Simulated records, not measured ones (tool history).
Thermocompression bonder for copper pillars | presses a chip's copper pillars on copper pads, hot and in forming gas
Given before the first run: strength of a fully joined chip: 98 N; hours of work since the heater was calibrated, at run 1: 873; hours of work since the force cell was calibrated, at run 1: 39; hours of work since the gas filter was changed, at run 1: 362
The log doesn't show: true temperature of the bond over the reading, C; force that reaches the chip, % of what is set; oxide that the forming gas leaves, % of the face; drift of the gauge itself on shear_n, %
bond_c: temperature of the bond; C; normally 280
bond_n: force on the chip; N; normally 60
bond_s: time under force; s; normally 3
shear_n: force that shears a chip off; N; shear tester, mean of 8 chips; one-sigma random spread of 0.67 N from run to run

run   hour  bond_c  bond_n  bond_s  hours of work since the heater was calibrated  hours of work since the force cell was calibrated  hours of work since the gas filter was changed  shear_n
  1    0.0     280      60       3                                            873                                                 39                                             362     46.5
  2    5.3     280      60       3                                            875                                                 42                                             365     45.9
  3   10.9     280      60       3                                            878                                                 44                                             367     45.8
      15.0  -- heater calibrated with a thermocouple chip
  4   21.3     280      54       3                                              3                                                 48                                             371     37.5
  5   30.4     280      54       3                                              7                                                 52                                             375     37.6
  6   37.7     280      54       3                                             10                                                 56                                             379     38.9
  7   43.5     280      54       3                                             13                                                 58                                             381     39.1
  8   49.4     280      54       3                                             16                                                 61                                             384     37.9
  9   54.4     280      39       3                                             18                                                 63                                             386     28.6
 10   62.5     285      60       3                                             22                                                 67                                             390     44.3
 11   66.9     285      60       3                                             24                                                 69                                             392     43.9
 12   76.3     285      60       3                                             28                                                 73                                             396     45.2
 13   84.9     285      60       3                                             32                                                 77                                             400     44.9
 14   92.2     306      42       5                                             35                                                 81                                             404     51.9
 15  101.3     306      42       5                                             40                                                 85                                             408     52.8
 16  110.2     277      80       3                                             44                                                 89                                             412     48.2
 17  119.0     280      80       3                                             48                                                 93                                             416     51.4
 18  124.9     280      80       3                                             50                                                 96                                             419     51.0
 19  132.3     280      85       6                                             54                                                 99                                             422     65.4
 20  138.4     274      37       2                                             57                                                102                                             425     20.9
 21  142.2     274      37       2                                             58                                                104                                             427     21.2
 22  146.8     274      37       2                                             60                                                106                                             429     21.2
 23  151.7     272      60       2                                             63                                                108                                             431     32.4
 24  160.3     272      60       2                                             67                                                112                                             435     32.0
 25  166.8     306      79       2                                             70                                                115                                             438     59.2

Forecast each of these 3 alternatives for the next run:
  A  173.5     280      38       3                                             73                                                118                                             441        ?
  B  173.5     252      45       2                                             73                                                118                                             441        ?
  C  173.5     301      60       3                                             73                                                118                                             441        ?

run  shear_n
  A     29.1
  B     17.8
  C     54.2
Without the tool's hidden state the same runs would have given:
run  shear_n
  A     30.7
  B     18.7
  C     57.5
